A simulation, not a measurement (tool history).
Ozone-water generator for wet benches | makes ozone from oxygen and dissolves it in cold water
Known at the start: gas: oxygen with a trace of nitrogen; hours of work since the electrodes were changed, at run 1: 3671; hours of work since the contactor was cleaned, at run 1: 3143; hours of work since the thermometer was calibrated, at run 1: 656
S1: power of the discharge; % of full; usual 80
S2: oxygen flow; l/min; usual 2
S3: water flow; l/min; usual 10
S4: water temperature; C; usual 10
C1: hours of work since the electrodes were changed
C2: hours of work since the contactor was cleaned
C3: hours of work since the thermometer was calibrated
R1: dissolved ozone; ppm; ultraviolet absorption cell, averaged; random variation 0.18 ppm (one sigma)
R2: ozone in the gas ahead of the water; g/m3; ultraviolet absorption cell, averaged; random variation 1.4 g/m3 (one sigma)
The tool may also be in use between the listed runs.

run 1 day=0 | S1=80 S2=2 S3=10 S4=10 | C1=3671 C2=3143 C3=656 | R1=22.6 R2=238.7
run 2 day=7.6 | S1=80 S2=2 S3=10 S4=10 | C1=3838 C2=3310 C3=823 | R1=22.4 R2=241.1
run 3 day=13.854 | S1=80 S2=2 S3=10 S4=10 | C1=3976 C2=3448 C3=961 | R1=22.4 R2=239.6
run 4 day=17.696 | S1=80 S2=2 S3=10 S4=15 | C1=4061 C2=3533 C3=1046 | R1=21 R2=240.2
run 5 day=21.796 | S1=80 S2=2 S3=10 S4=15 | C1=4151 C2=3623 C3=1136 | R1=20.9 R2=239.4
run 6 day=30.075 | S1=80 S2=2 S3=10 S4=11 | C1=4334 C2=3806 C3=1319 | R1=21.6 R2=239.7
run 7 day=35.225 | S1=80 S2=2 S3=10 S4=11 | C1=4447 C2=3919 C3=1432 | R1=21.8 R2=236.7
run 8 day=40.196 | S1=80 S2=2 S3=10 S4=10 | C1=4557 C2=4029 C3=1542 | R1=22.2 R2=237.1
run 9 day=44.571 | S1=80 S2=2 S3=10 S4=10 | C1=4653 C2=4125 C3=1638 | R1=22 R2=236.1
run 10 day=52.246 | S1=80 S2=1.13 S3=10 S4=10 | C1=4822 C2=4295 C3=1808 | R1=20.1 R2=328.2
run 11 day=58.867 | S1=80 S2=1.13 S3=10 S4=10 | C1=4968 C2=4441 C3=1954 | R1=20.2 R2=328.7
run 12 day=62.617 | S1=80 S2=1.13 S3=10 S4=10 | C1=5051 C2=4523 C3=2036 | R1=19.9 R2=329.2
run 13 day=66.608 | S1=80 S2=1.13 S3=10 S4=10 | C1=5139 C2=4611 C3=2124 | R1=19.5 R2=329.8
run 14 day=71.417 | S1=51 S2=2 S3=10 S4=10 | C1=5245 C2=4717 C3=2230 | R1=16 R2=170.6
run 15 day=77.754 | S1=80 S2=2 S3=9 S4=10 | C1=5385 C2=4857 C3=2370 | R1=24 R2=236.6
run 16 day=84.308 | S1=80 S2=2 S3=9 S4=10 | C1=5529 C2=5001 C3=2514 | R1=24.1 R2=235.6
-- day=86.3 water thermometer calibrated
run 17 day=88.442 | S1=80 S2=2 S3=9 S4=10 | C1=5620 C2=5092 C3=47 | R1=23.9 R2=235.2
run 18 day=92.167 | S1=89 S2=3.4 S3=7 S4=11 | C1=5702 C2=5174 C3=129 | R1=31.7 R2=184.3
run 19 day=96.921 | S1=80 S2=3.14 S3=8 S4=10 | C1=5807 C2=5279 C3=234 | R1=27.2 R2=181
run 20 day=102.188 | S1=40 S2=3.14 S3=8 S4=10 | C1=5923 C2=5395 C3=350 | R1=16.2 R2=110
-- day=106.875 contactor cleaned
run 21 day=110.838 | S1=40 S2=3.09 S3=9 S4=5 | C1=6110 C2=87 C3=537 | R1=16.5 R2=110.8
run 22 day=114.392 | S1=40 S2=3.09 S3=9 S4=5 | C1=6188 C2=166 C3=616 | R1=16.4 R2=110.4
run 23 day=119.667 | S1=82 S2=2.23 S3=7 S4=12 | C1=6304 C2=282 C3=732 | R1=30.6 R2=222.2
run 24 day=123.958 | S1=82 S2=2.23 S3=7 S4=12 | C1=6399 C2=377 C3=826 | R1=31 R2=221
run 25 day=128.533 | S1=79 S2=1.74 S3=11 S4=12 | C1=6500 C2=477 C3=927 | R1=19.3 R2=249.7
run 26 day=135.425 | S1=79 S2=1.74 S3=11 S4=12 | C1=6652 C2=629 C3=1079 | R1=19.1 R2=251.4
run 27 day=138.875 | S1=55 S2=1.92 S3=6 S4=10 | C1=6728 C2=705 C3=1155 | R1=26.9 R2=181.7
run 28 day=146.825 | S1=51 S2=1.92 S3=8 S4=10 | C1=6903 C2=881 C3=1330 | R1=19.9 R2=173
run 29 day=154.029 | S1=56 S2=1.92 S3=8 S4=14 | C1=7062 C2=1039 C3=1489 | R1=19.9 R2=184
run 30 day=157.988 | S1=56 S2=1.92 S3=7 S4=7 | C1=7149 C2=1127 C3=1577 | R1=24.7 R2=182.3
run 31 day=161.596 | S1=58 S2=2.54 S3=7 S4=7 | C1=7229 C2=1206 C3=1656 | R1=25.6 R2=160.4
run 32 day=167.179 | S1=58 S2=2.54 S3=7 S4=7 | C1=7352 C2=1329 C3=1779 | R1=25.4 R2=160.3
run 33 day=173.204 | S1=58 S2=2.54 S3=7 S4=7 | C1=7485 C2=1462 C3=1912 | R1=25.4 R2=160

Measured less the same run without the tool's hidden state. The same run-to-run variation is in both; the gauge's scatter may not be:
The hidden state here: yield of the discharge, % of new electrodes'; contactor's efficiency, % of a clean one's; true water temperature over the reading, C; drift of the gauge itself on ozone_ppm, %; drift of the gauge itself on gas_g_m3, %.
run=1 R1=-1.8 R2=-11.5
run=2 R1=-1.9 R2=-12.2
run=3 R1=-2 R2=-12.5
run=4 R1=-1.8 R2=-12.8
run=5 R1=-1.8 R2=-13.1
run=6 R1=-2.1 R2=-13.6
run=7 R1=-2.2 R2=-13.7
run=8 R1=-2.2 R2=-14.1
run=9 R1=-2.2 R2=-14.3
run=10 R1=-2.2 R2=-20.6
run=11 R1=-2.2 R2=-21.2
run=12 R1=-2.2 R2=-21.6
run=13 R1=-2.2 R2=-22.1
run=14 R1=-1.4 R2=-7.9
run=15 R1=-2.8 R2=-16.5
run=16 R1=-2.9 R2=-16.9
run=17 R1=-2.9 R2=-17.2
run=18 R1=-3.8 R2=-14.7
run=19 R1=-3.3 R2=-13.6
run=20 R1=-1.4 R2=-4.4
run=21 R1=-0.8 R2=-4.6
run=22 R1=-0.8 R2=-4.6
run=23 R1=-2.8 R2=-18.4
run=24 R1=-2.9 R2=-18.7
run=25 R1=-1.9 R2=-20.9
run=26 R1=-1.9 R2=-21.5
run=27 R1=-2 R2=-11.7
run=28 R1=-1.5 R2=-10.5
run=29 R1=-1.7 R2=-12.6
run=30 R1=-2.1 R2=-12.7
run=31 R1=-2.3 R2=-11.7
run=32 R1=-2.3 R2=-11.9
run=33 R1=-2.4 R2=-12.1
